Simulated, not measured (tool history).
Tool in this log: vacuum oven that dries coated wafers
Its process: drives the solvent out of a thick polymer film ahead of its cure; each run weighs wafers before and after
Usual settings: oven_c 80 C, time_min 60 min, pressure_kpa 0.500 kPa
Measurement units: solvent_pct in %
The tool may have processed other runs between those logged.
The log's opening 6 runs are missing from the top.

run	hour	oven_c	time_min	pressure_kpa	hours of work since the thermocouples were calibrated	hours of work since the vacuum gauge was cleaned of residue	solvent_pct
7	212.0	71	60	0.500	673	156	7.12
8	240.9	71	60	0.602	686	168	7.21
9	277.1	71	60	0.602	702	184	7.14
10	308.2	71	60	0.602	715	198	7.15
11	337.7	71	60	0.602	728	211	7.18
12	360.9	80	60	0.500	739	221	3.47
13	406.6	80	60	0.500	759	242	3.48
14	433.6	80	60	0.500	771	254	3.47
# hour 437.6: oven's thermocouples calibrated
15	482.9	80	60	0.500	20	274	3.19
16	514.1	80	60	0.500	34	288	3.23
17	549.7	80	60	0.500	50	304	3.13
18	577.2	92	41	0.576	62	316	1.80
19	607.5	80	32	1.249	75	330	7.64
20	640.3	93	78	1.536	90	344	0.59
# hour 647.7: oven's thermocouples calibrated, once more
21	664.6	84	57	0.263	7	354	2.76
22	705.7	84	57	0.263	26	372	2.71
23	749.7	84	57	0.263	45	392	2.67
24	786.4	70	86	0.709	61	408	5.61
25	808.9	70	86	0.709	71	418	5.56
26	830.0	70	86	0.709	81	427	5.57
27	855.8	70	86	0.709	92	439	5.59
28	903.6	70	86	0.709	113	460	5.60

Expected results for the next run?
29	944.1	93	43	1.098	131	478	?

Run 29 gave solvent_pct 1.97 %.
Take away the tool's hidden state, keep the run-to-run variation as it was, and the same run would have given solvent_pct 2.00 %.

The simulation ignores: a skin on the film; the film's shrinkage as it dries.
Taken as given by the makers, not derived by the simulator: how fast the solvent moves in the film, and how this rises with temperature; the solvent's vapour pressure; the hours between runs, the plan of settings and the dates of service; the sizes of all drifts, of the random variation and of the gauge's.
